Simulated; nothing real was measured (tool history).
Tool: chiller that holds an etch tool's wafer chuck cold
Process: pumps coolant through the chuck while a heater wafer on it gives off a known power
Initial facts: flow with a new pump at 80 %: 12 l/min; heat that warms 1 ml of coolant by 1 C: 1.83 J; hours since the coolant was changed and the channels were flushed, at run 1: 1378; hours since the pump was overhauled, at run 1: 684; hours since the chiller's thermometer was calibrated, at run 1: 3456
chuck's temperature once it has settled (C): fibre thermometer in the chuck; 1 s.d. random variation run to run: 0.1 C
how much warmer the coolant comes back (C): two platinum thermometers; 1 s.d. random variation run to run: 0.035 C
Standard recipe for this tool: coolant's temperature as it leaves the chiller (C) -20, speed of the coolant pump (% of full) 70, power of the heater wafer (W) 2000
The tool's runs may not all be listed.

run,hour,coolant's temperature as it leaves the chiller (C),speed of the coolant pump (% of full),power of the heater wafer (W),hours since the coolant was changed and the channels were flushed,hours since the pump was overhauled,hours since the chiller's thermometer was calibrated,chuck's temperature once it has settled (C),how much warmer the coolant comes back (C)
1,0.0,-20,70,2000,1378,684,3456,-2.7,6.36
2,30.1,-20,70,2000,1408,714,3486,-2.8,6.39
3,60.0,-20,70,2297,1438,744,3516,-0.1,7.32
4,91.3,-20,70,2297,1470,775,3547,-0.1,7.35
5,105.0,-20,70,2297,1483,789,3561,0.1,7.32
6,121.9,-20,70,2297,1500,806,3578,0.0,7.37
7,138.3,-20,67,2000,1516,822,3594,-2.2,6.62
# hour 145.7: coolant pump overhauled
# hour 157.0: chiller's thermometer calibrated
8,164.5,-18,74,1946,1537,18,7,-1.0,5.93
9,182.8,-25,98,2000,1555,36,26,-10.1,4.71
10,211.0,-25,98,2000,1583,64,54,-10.1,4.71
11,236.5,-15,70,2000,1609,90,80,2.9,6.54
12,257.6,-15,70,2000,1630,111,101,3.1,6.52
13,273.2,-25,83,1187,1645,127,116,-15.3,3.29

Branching from run 13: 5 alternative next runs. What would each branch give?
# hour 296.1: coolant pump overhauled, once more
A,297.9,-25,65,1076,1665,2,136,?,?
# hour 296.1: coolant pump overhauled, once more
B,297.9,-20,94,2000,1665,2,136,?,?
# hour 296.1: coolant pump overhauled, once more
C,297.9,-25,96,2507,1665,2,136,?,?
# hour 296.1: coolant pump overhauled, once more
D,297.9,-13,77,2896,1665,2,136,?,?
# hour 296.1: coolant pump overhauled, once more
E,297.9,-10,83,1187,1665,2,136,?,?

run,chuck's temperature once it has settled (C),how much warmer the coolant comes back (C)
A,-15.1,3.59
B,-5.1,4.65
C,-6.7,5.67
D,10.8,8.22
E,-0.7,3.14
What these runs would have given with no unlogged condition in the tool:
run,chuck's temperature once it has settled (C),how much warmer the coolant comes back (C)
A,-15.5,3.60
B,-5.7,4.67
C,-7.4,5.69
D,10.0,8.25
E,-1.1,3.15
